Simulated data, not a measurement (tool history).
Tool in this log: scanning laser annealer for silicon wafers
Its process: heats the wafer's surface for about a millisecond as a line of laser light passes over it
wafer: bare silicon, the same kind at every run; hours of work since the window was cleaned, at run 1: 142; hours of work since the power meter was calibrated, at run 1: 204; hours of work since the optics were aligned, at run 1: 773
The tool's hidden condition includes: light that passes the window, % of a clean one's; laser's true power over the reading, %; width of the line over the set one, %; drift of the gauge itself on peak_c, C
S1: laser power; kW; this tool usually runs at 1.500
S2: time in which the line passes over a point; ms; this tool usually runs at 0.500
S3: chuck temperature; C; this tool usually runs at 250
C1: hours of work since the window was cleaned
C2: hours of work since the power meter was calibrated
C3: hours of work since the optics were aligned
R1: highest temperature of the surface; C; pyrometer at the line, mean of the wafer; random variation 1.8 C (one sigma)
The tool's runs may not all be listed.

{"run": 1, "hour": 0.0, "S1": 1.5, "S2": 0.5, "S3": 250, "C1": 142, "C2": 204, "C3": 773, "R1": 961}
{"run": 2, "hour": 17.9, "S1": 1.5, "S2": 0.5, "S3": 250, "C1": 150, "C2": 213, "C3": 782, "R1": 957}
{"run": 3, "hour": 31.2, "S1": 1.5, "S2": 0.5, "S3": 224, "C1": 156, "C2": 219, "C3": 788, "R1": 927}
{"run": 4, "hour": 57.6, "S1": 1.5, "S2": 0.5, "S3": 233, "C1": 168, "C2": 231, "C3": 800, "R1": 937}
{"run": 5, "hour": 86.9, "S1": 1.5, "S2": 0.5, "S3": 233, "C1": 182, "C2": 244, "C3": 813, "R1": 936}
{"run": 6, "hour": 111.3, "S1": 1.5, "S2": 0.5, "S3": 233, "C1": 193, "C2": 256, "C3": 825, "R1": 933}
{"run": 7, "hour": 128.1, "S1": 1.5, "S2": 0.5, "S3": 233, "C1": 201, "C2": 263, "C3": 832, "R1": 933}
{"run": 8, "hour": 143.3, "S1": 1.5, "S2": 0.5, "S3": 233, "C1": 208, "C2": 270, "C3": 839, "R1": 930}
{"run": 9, "hour": 160.2, "S1": 1.5, "S2": 0.5, "S3": 233, "C1": 216, "C2": 278, "C3": 847, "R1": 929}
{"run": 10, "hour": 179.7, "S1": 1.5, "S2": 0.5, "S3": 246, "C1": 225, "C2": 287, "C3": 856, "R1": 939}
{"run": 11, "hour": 210.3, "S1": 1.5, "S2": 0.5, "S3": 246, "C1": 239, "C2": 301, "C3": 870, "R1": 937}
{"run": 12, "hour": 235.6, "S1": 1.5, "S2": 0.5, "S3": 246, "C1": 250, "C2": 313, "C3": 882, "R1": 936}
{"run": 13, "hour": 266.7, "S1": 1.5, "S2": 0.5, "S3": 236, "C1": 265, "C2": 327, "C3": 896, "R1": 922}
{"run": 14, "hour": 280.3, "S1": 1.5, "S2": 0.5, "S3": 250, "C1": 271, "C2": 333, "C3": 902, "R1": 937}
{"run": 15, "hour": 308.3, "S1": 1.5, "S2": 0.5, "S3": 250, "C1": 284, "C2": 346, "C3": 915, "R1": 934}
{"run": 16, "hour": 331.4, "S1": 1.5, "S2": 0.5, "S3": 250, "C1": 294, "C2": 357, "C3": 926, "R1": 931}
{"run": 17, "hour": 353.1, "S1": 1.283, "S2": 0.463, "S3": 217, "C1": 304, "C2": 367, "C3": 936, "R1": 748}
{"run": 18, "hour": 373.8, "S1": 1.5, "S2": 0.41, "S3": 250, "C1": 314, "C2": 376, "C3": 945, "R1": 862}
{"run": 19, "hour": 403.7, "S1": 1.5, "S2": 0.41, "S3": 250, "C1": 328, "C2": 390, "C3": 959, "R1": 859}
{"run": 20, "hour": 427.7, "S1": 1.469, "S2": 0.543, "S3": 251, "C1": 339, "C2": 401, "C3": 970, "R1": 939}
{"hour": 437.7, "done": "window over the wafer cleaned"}
{"run": 21, "hour": 449.5, "S1": 1.469, "S2": 0.543, "S3": 251, "C1": 5, "C2": 410, "C3": 979, "R1": 991}
{"run": 22, "hour": 467.3, "S1": 1.469, "S2": 0.543, "S3": 251, "C1": 14, "C2": 419, "C3": 987, "R1": 988}
{"run": 23, "hour": 480.6, "S1": 1.423, "S2": 0.508, "S3": 268, "C1": 20, "C2": 425, "C3": 994, "R1": 950}
{"run": 24, "hour": 496.5, "S1": 1.493, "S2": 0.393, "S3": 244, "C1": 27, "C2": 432, "C3": 1001, "R1": 878}
{"run": 25, "hour": 519.3, "S1": 1.493, "S2": 0.562, "S3": 226, "C1": 38, "C2": 442, "C3": 1011, "R1": 994}
{"run": 26, "hour": 544.0, "S1": 1.378, "S2": 0.36, "S3": 250, "C1": 49, "C2": 454, "C3": 1023, "R1": 793}
{"run": 27, "hour": 575.0, "S1": 1.378, "S2": 0.36, "S3": 250, "C1": 63, "C2": 468, "C3": 1037, "R1": 791}
{"run": 28, "hour": 604.0, "S1": 1.545, "S2": 0.411, "S3": 250, "C1": 76, "C2": 481, "C3": 1050, "R1": 921}
{"run": 29, "hour": 618.4, "S1": 1.545, "S2": 0.411, "S3": 250, "C1": 83, "C2": 488, "C3": 1057, "R1": 920}
{"run": 30, "hour": 637.2, "S1": 1.545, "S2": 0.564, "S3": 286, "C1": 92, "C2": 497, "C3": 1066, "R1": 1076}
{"run": 31, "hour": 650.4, "S1": 1.639, "S2": 0.44, "S3": 231, "C1": 98, "C2": 503, "C3": 1072, "R1": 983}

5 options for the next run, each taken on its own from the tool as it stands now. Forecast them:
{"run": "A", "hour": 669.1, "S1": 1.517, "S2": 0.44, "S3": 222, "C1": 106, "C2": 511, "C3": 1080, "R1": "?"}
{"run": "B", "hour": 669.1, "S1": 1.639, "S2": 0.44, "S3": 243, "C1": 106, "C2": 511, "C3": 1080, "R1": "?"}
{"run": "C", "hour": 669.1, "S1": 1.629, "S2": 0.394, "S3": 272, "C1": 106, "C2": 511, "C3": 1080, "R1": "?"}
{"run": "D", "hour": 669.1, "S1": 1.593, "S2": 0.44, "S3": 275, "C1": 106, "C2": 511, "C3": 1080, "R1": "?"}
{"run": "E", "hour": 669.1, "S1": 1.577, "S2": 0.44, "S3": 254, "C1": 106, "C2": 511, "C3": 1080, "R1": "?"}

run=A R1=902
run=B R1=991
run=C R1=975
run=D R1=998
run=E R1=965
Had the tool no hidden state, the same runs would have come out as:
run=A R1=927
run=B R1=1018
run=C R1=1000
run=D R1=1024
run=E R1=991
